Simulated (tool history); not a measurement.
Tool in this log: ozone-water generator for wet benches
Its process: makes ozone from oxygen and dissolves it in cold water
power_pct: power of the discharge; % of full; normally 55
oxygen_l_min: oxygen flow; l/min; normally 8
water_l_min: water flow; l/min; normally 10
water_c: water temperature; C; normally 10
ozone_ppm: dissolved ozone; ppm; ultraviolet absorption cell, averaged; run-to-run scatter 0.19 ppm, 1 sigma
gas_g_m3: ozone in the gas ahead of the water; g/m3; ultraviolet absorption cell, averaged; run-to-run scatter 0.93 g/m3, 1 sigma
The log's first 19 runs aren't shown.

Run 20, hour 508: usual settings but water_l_min 7 l/min, water_c 7 C. Result: ozone_ppm 37 ppm, gas_g_m3 157.5 g/m3.
Run 21, hour 542.8: usual settings but water_l_min 7 l/min, water_c 7 C. Result: ozone_ppm 36.6 ppm, gas_g_m3 156.2 g/m3.
Run 22, hour 571.7: usual settings but power_pct 43 % of full, water_c 9 C. Result: ozone_ppm 22.3 ppm, gas_g_m3 131.3 g/m3.
Run 23, hour 606: usual settings but power_pct 43 % of full, water_c 9 C. Result: ozone_ppm 22.4 ppm, gas_g_m3 131.9 g/m3.
Run 24, hour 632.8: usual settings but power_pct 50 % of full, oxygen_l_min 4.05 l/min, water_c 8 C. Result: ozone_ppm 26.2 ppm, gas_g_m3 203.3 g/m3.
Run 25, hour 661.6: usual settings but power_pct 50 % of full, oxygen_l_min 6.62 l/min, water_l_min 7 l/min, water_c 9 C. Result: ozone_ppm 33.8 ppm, gas_g_m3 160.7 g/m3.
Run 26, hour 695.5: usual settings but power_pct 50 % of full, oxygen_l_min 6.62 l/min, water_l_min 7 l/min, water_c 9 C. Result: ozone_ppm 34 ppm, gas_g_m3 159.9 g/m3.
Run 27, hour 715.2: usual settings but power_pct 71 % of full, oxygen_l_min 6.62 l/min, water_l_min 9 l/min, water_c 9 C. Result: ozone_ppm 35.4 ppm, gas_g_m3 205.3 g/m3.
Run 28, hour 735.9: usual settings but power_pct 40 % of full, oxygen_l_min 9.3 l/min, water_l_min 9 l/min, water_c 17 C. Result: ozone_ppm 18.7 ppm, gas_g_m3 116.4 g/m3.
Run 29, hour 759.4: usual settings but power_pct 86 % of full, oxygen_l_min 7.49 l/min, water_l_min 6 l/min, water_c 11 C. Result: ozone_ppm 51 ppm, gas_g_m3 218.2 g/m3.
Run 30, hour 791.8: usual settings but power_pct 61 % of full, oxygen_l_min 6.25 l/min. Result: ozone_ppm 28.9 ppm, gas_g_m3 189.1 g/m3.
Run 31, hour 818.5: usual settings but power_pct 61 % of full, oxygen_l_min 6.25 l/min. Result: ozone_ppm 28.6 ppm, gas_g_m3 188.6 g/m3.
Run 32, hour 850: usual settings but power_pct 61 % of full, oxygen_l_min 6.25 l/min. Result: ozone_ppm 28.7 ppm, gas_g_m3 189.9 g/m3.
Run 33, hour 872.4: usual settings but power_pct 61 % of full, oxygen_l_min 6.25 l/min. Result: ozone_ppm 28.9 ppm, gas_g_m3 188.6 g/m3.
Run 34, hour 886.8: usual settings but power_pct 71 % of full, oxygen_l_min 7.49 l/min, water_l_min 13 l/min, water_c 9 C. Result: ozone_ppm 25.6 ppm, gas_g_m3 191.9 g/m3.

Consider 3 possible next runs. They are alternatives, not a sequence: every one starts from the tool as it was left by run 34. What does each give?
Run A, hour 911.7: usual settings but power_pct 71 % of full, oxygen_l_min 6.1 l/min, water_c 15 C. Result: ozone_ppm ?, gas_g_m3 ?.
Run B, hour 911.7: usual settings but oxygen_l_min 7.93 l/min, water_l_min 8 l/min, water_c 13 C. Result: ozone_ppm ?, gas_g_m3 ?.
Run C, hour 911.7: usual settings but power_pct 71 % of full, oxygen_l_min 8.55 l/min, water_l_min 13 l/min, water_c 9 C. Result: ozone_ppm ?, gas_g_m3 ?.

run  ozone_ppm  gas_g_m3
  A       29.5     213.6
  B       29.1     158.1
  C       25.1     179.8
Had the tool no hidden state, the same runs would have come out as:
run  ozone_ppm  gas_g_m3
  A       29.5     213.6
  B       29.1     158.1
  C       25.2     179.9
